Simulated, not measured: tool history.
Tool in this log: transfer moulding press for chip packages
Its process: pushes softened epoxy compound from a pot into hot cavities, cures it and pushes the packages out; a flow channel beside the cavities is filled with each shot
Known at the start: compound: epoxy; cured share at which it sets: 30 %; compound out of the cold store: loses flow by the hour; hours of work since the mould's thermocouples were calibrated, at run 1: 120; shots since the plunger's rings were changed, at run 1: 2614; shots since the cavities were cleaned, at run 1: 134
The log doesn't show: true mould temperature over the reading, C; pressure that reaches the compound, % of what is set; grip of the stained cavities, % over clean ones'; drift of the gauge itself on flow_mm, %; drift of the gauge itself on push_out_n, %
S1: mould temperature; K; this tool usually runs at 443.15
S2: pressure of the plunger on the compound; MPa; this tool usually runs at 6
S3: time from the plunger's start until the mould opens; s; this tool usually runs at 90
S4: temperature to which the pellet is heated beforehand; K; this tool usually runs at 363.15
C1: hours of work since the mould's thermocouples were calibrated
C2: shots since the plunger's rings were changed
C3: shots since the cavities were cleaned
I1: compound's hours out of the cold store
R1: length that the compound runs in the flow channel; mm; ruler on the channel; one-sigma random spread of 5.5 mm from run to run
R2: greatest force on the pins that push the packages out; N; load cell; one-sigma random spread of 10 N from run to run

| run | hour | S1 | S2 | S3 | S4 | C1 | C2 | C3 | I1 | R1 | R2 |
|---|---|---|---|---|---|---|---|---|---|---|---|
| 1 | 0 | 443.15 | 6 | 90 | 363.15 | 120 | 2614 | 134 | 19.1 | 687 | 525 |
| 2 | 71.9 | 443.15 | 6 | 90 | 363.15 | 159 | 3381 | 901 | 34.6 | 624 | 714 |
|  | 87 | plunger's sealing rings changed |
|  | 97.1 | cavities cleaned with cleaning compound and waxed |
| 3 | 133.7 | 443.15 | 6 | 90 | 363.15 | 191 | 483 | 391 | 10.2 | 750 | 644 |
| 4 | 170.9 | 443.15 | 6 | 90 | 363.15 | 211 | 879 | 787 | 41.6 | 625 | 738 |
|  | 207.5 | cavities cleaned with cleaning compound and waxed |
| 5 | 245.3 | 443.15 | 6 | 90 | 363.15 | 251 | 1657 | 403 | 19.7 | 699 | 647 |
| 6 | 298.3 | 443.15 | 6 | 90 | 363.15 | 280 | 2223 | 969 | 27.5 | 664 | 766 |
|  | 316.9 | cavities cleaned with cleaning compound and waxed |
| 7 | 368.7 | 443.15 | 6 | 90 | 363.15 | 318 | 2958 | 553 | 43.2 | 593 | 691 |
|  | 422.7 | plunger's sealing rings changed |
|  | 424.2 | cavities cleaned with cleaning compound and waxed |
| 8 | 457.6 | 443.15 | 6 | 90 | 363.15 | 364 | 356 | 356 | 36.5 | 646 | 641 |
| 9 | 498.1 | 449.15 | 6 | 90 | 363.15 | 387 | 788 | 788 | 40.1 | 620 | 662 |
|  | 534 | cavities cleaned with cleaning compound and waxed |
| 10 | 536.8 | 449.15 | 6 | 90 | 363.15 | 407 | 1185 | 31 | 17.6 | 697 | 453 |
| 11 | 577.1 | 449.15 | 6.49 | 90 | 363.15 | 429 | 1615 | 461 | 31.1 | 668 | 601 |
| 12 | 619.9 | 437.15 | 6 | 90 | 372.15 | 452 | 2071 | 917 | 35.1 | 650 | 974 |
|  | 633.6 | mould's thermocouples calibrated |
|  | 641.8 | cavities cleaned with cleaning compound and waxed |
| 13 | 672.4 | 438.15 | 4.63 | 90 | 356.15 | 20 | 2595 | 327 | 17.9 | 620 | 773 |

Run 14 has not been measured yet. What should we expect?
|  | 748.9 | cavities cleaned with cleaning compound and waxed |
| 14 | 755.9 | 438.15 | 4.63 | 96 | 356.15 | 65 | 3470 | 76 | 30.5 | ? | ? |

{"run 14": {"R1": 562, "R2": 543}}
The same run, on a tool lacking any hidden state, would have yielded R1 598 mm, R2 499 N.
